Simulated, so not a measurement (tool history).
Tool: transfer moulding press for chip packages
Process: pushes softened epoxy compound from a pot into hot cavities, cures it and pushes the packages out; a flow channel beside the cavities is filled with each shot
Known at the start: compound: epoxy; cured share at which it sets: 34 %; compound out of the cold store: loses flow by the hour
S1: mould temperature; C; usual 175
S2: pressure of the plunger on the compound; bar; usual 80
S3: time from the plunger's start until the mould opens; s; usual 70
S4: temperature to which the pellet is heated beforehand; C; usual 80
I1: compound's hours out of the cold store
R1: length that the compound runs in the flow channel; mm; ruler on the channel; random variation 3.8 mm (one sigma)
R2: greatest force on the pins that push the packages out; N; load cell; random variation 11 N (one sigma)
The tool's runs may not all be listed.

run   hour   S1    S2  S3  S4    I1    R1    R2
  1      0  175    80  70  80    19  1005   594
  2   11.2  175    80  70  80  44.9   914   650
  3   22.6  175    80  70  80  32.2   946   758
      26.4  -- cavities cleaned with cleaning compound and waxed
  4   45.4  175    80  70  80  23.1   976   631
  5   62.7  175    80  70  80  25.8   969   744
      66.3  -- plunger's sealing rings changed
      71.8  -- cavities cleaned with cleaning compound and waxed
  6     91  176    80  70  80  39.6   947   629
     114.4  -- cavities cleaned with cleaning compound and waxed
  7  114.4  169    80  70  80  32.9   980   676
  8    134  175    80  74  80  21.4   992   567
     157.3  -- cavities cleaned with cleaning compound and waxed
  9  158.1  175    80  74  80  21.8   993   456
 10  172.7  175    80  70  80  22.1   987   590
 11  184.6  175    80  70  80  18.9   994   674
     199.7  -- cavities cleaned with cleaning compound and waxed
 12  210.6  175    80  70  80    31   955   560
 13    235  175    80  70  80    16  1003   736
     238.7  -- mould's thermocouples calibrated
     245.1  -- cavities cleaned with cleaning compound and waxed
 14  255.8  175    80  70  80  37.6   935   571
 15  271.2  175    80  70  80  45.5   913   670
     286.8  -- cavities cleaned with cleaning compound and waxed
 16  290.2  170  60.2  70  72     9   898   697
 17  303.9  170  60.2  70  72  24.7   862   813
 18  316.4  171  60.4  54  73  23.9   865  1670
     328.5  -- cavities cleaned with cleaning compound and waxed
 19  328.5  171  60.4  65  73  18.7   873   722
     339.9  -- plunger's sealing rings changed
 20  346.9  173    82  74  75  11.6  1051   625
 21  366.5  179    80  70  87  37.2   933   615
     373.6  -- cavities cleaned with cleaning compound and waxed
     379.8  -- mould's thermocouples calibrated, once more
 22  392.6  175  61.6  70  83  36.5   832   615
 23  405.8  175  61.6  70  83  11.5   904   731
     417.7  -- cavities cleaned with cleaning compound and waxed
 24  424.4  183  66.1  62  72  25.3   878   484
 25  449.2  183  66.1  62  72  45.4   818   651
     460.8  -- cavities cleaned with cleaning compound and waxed
 26  461.7  183    80  58  89  18.7   982   476
 27  472.4  172    80  58  75    10  1041  1166

3 ways to go on from here, each from the tool as it stands after run 27. What would each give?
  A  487.6  175  92.8  81  80  45.7   ?   ?
  B  487.6  175    80  98  80  46.7   ?   ?
  C  487.6  178  82.3  57  75    21   ?   ?

run    R1   R2
  A   990  623
  B   914  543
  C  1001  919
Without the tool's hidden state the same runs would have given:
run    R1   R2
  A  1003  440
  B   926  383
  C  1013  644
